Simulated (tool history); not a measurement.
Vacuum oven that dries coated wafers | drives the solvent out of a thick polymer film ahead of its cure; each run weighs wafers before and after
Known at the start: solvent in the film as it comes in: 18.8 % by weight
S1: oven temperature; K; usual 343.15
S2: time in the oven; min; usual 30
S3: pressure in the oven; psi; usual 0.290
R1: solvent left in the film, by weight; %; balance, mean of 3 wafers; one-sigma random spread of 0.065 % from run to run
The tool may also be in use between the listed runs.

| run | day | S1 | S2 | S3 | R1 |
|---|---|---|---|---|---|
| 1 | 0.000 | 343.15 | 30 | 0.290 | 4.16 |
| 2 | 1.504 | 343.15 | 30 | 0.290 | 4.27 |
| 3 | 2.796 | 343.15 | 30 | 0.290 | 4.05 |
| 4 | 3.850 | 343.15 | 30 | 0.290 | 4.04 |
| 5 | 4.871 | 356.15 | 30 | 0.290 | 1.44 |
| 6 | 6.029 | 356.15 | 30 | 0.290 | 1.34 |
| 7 | 7.475 | 356.15 | 30 | 0.290 | 1.35 |
| 8 | 9.175 | 343.15 | 30 | 0.290 | 4.11 |
| 9 | 10.204 | 343.15 | 38 | 0.290 | 3.09 |
| 10 | 10.988 | 343.15 | 38 | 0.290 | 3.20 |
| 11 | 12.346 | 343.15 | 38 | 0.290 | 3.07 |
| 12 | 13.404 | 343.15 | 30 | 0.290 | 4.15 |
| 13 | 14.271 | 343.15 | 30 | 0.290 | 4.08 |
| 14 | 15.596 | 343.15 | 25 | 0.290 | 5.00 |
| 15 | 17.233 | 343.15 | 25 | 0.290 | 4.85 |
| 16 | 18.525 | 343.15 | 25 | 0.290 | 5.04 |
| 17 | 19.721 | 343.15 | 25 | 0.290 | 5.08 |
| 18 | 21.150 | 343.15 | 25 | 0.290 | 4.95 |
| 19 | 22.700 | 343.15 | 25 | 0.290 | 5.10 |
| 20 | 23.888 | 357.15 | 53 | 0.499 | 1.02 |
| 21 | 25.350 | 346.15 | 30 | 0.811 | 4.63 |
| 22 | 26.675 | 336.15 | 30 | 0.199 | 5.93 |
| 23 | 27.612 | 335.15 | 39 | 0.528 | 6.08 |
| 24 | 29.058 | 344.15 | 16 | 0.515 | 7.30 |
| 25 | 30.708 | 344.15 | 16 | 0.515 | 7.61 |
| 26 | 31.983 | 344.15 | 16 | 0.515 | 7.74 |
| 27 | 33.408 | 349.15 | 48 | 0.249 | 1.17 |
| 28 | 34.712 | 331.15 | 51 | 0.290 | 5.31 |
| 29 | 36.246 | 331.15 | 51 | 0.290 | 5.17 |
| 30 | 37.758 | 357.15 | 28 | 1.031 | 2.73 |
| 31 | 38.871 | 342.15 | 31 | 0.848 | 5.75 |
| 32 | 39.938 | 341.15 | 45 | 0.381 | 3.15 |
| 33 | 40.679 | 334.15 | 24 | 0.625 | 8.93 |
| 34 | 42.242 | 334.15 | 24 | 0.625 | 9.27 |
| 35 | 43.462 | 342.15 | 30 | 0.238 | 4.36 |
| 36 | 44.817 | 343.15 | 20 | 0.151 | 5.94 |
| 37 | 45.862 | 328.15 | 30 | 0.660 | 10.21 |

Each row is a separate what-if for the run after 37, all from the same tool condition, not one after another. Results?
| A | 47.379 | 328.15 | 30 | 0.660 | ? |
| B | 47.379 | 329.15 | 15 | 0.471 | ? |
| C | 47.379 | 336.15 | 39 | 0.712 | ? |

| run | R1 |
|---|---|
| A | 10.15 |
| B | 12.02 |
| C | 6.49 |
Had the tool no hidden state, the same runs would have come out as:
| run | R1 |
|---|---|
| A | 10.10 |
| B | 11.99 |
| C | 6.44 |
